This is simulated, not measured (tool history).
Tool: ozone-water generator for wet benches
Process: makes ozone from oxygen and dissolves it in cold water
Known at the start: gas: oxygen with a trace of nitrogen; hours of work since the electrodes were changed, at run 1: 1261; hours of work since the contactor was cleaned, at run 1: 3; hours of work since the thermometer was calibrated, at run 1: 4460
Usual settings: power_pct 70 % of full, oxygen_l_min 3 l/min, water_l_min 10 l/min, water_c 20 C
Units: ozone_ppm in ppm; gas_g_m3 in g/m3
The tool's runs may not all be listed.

run	hour	power_pct	oxygen_l_min	water_l_min	water_c	hours of work since the electrodes were changed	hours of work since the contactor was cleaned	hours of work since the thermometer was calibrated	ozone_ppm	gas_g_m3
1	0	70	3	10	20	1261	3	4460	17.6	148.4
2	61.5	70	3	7	20	1303	45	4501	22.9	149.6
3	174.4	70	3	7	20	1380	122	4578	22.8	149.4
4	291.8	70	3	10	20	1460	202	4658	17.5	148.7
5	374.7	70	3	10	20	1516	258	4714	17.6	148.6
6	442.4	70	3	10	20	1562	304	4761	17.3	148.6
7	523.1	67	1.63	12	20	1617	359	4815	13.3	195.7
8	597.7	61	1.66	7	20	1668	410	4866	20.3	179.3
9	691.5	76	2.92	8	19	1732	474	4930	22.3	160.7
10	772.2	76	2.92	8	19	1787	528	4985	22.5	161.5

Forecast each of these 5 alternatives for the next run:
A	869.1	76	4.93	8	19	1853	594	5051	?	?
B	869.1	76	2.86	8	25	1853	594	5051	?	?
C	869.1	76	1.75	8	19	1853	594	5051	?	?
D	869.1	52	2.4	12	19	1853	594	5051	?	?
E	869.1	80	1.83	8	19	1853	594	5051	?	?

run	ozone_ppm	gas_g_m3
A	20.9	123.5
B	19.9	162.9
C	22.3	207
D	11.9	131.7
E	23.1	211.3
Without the tool's hidden state the same runs would have given:
run	ozone_ppm	gas_g_m3
A	21.9	128
B	20.8	168.7
C	23.4	214.5
D	12.3	135.1
E	24.2	219.3
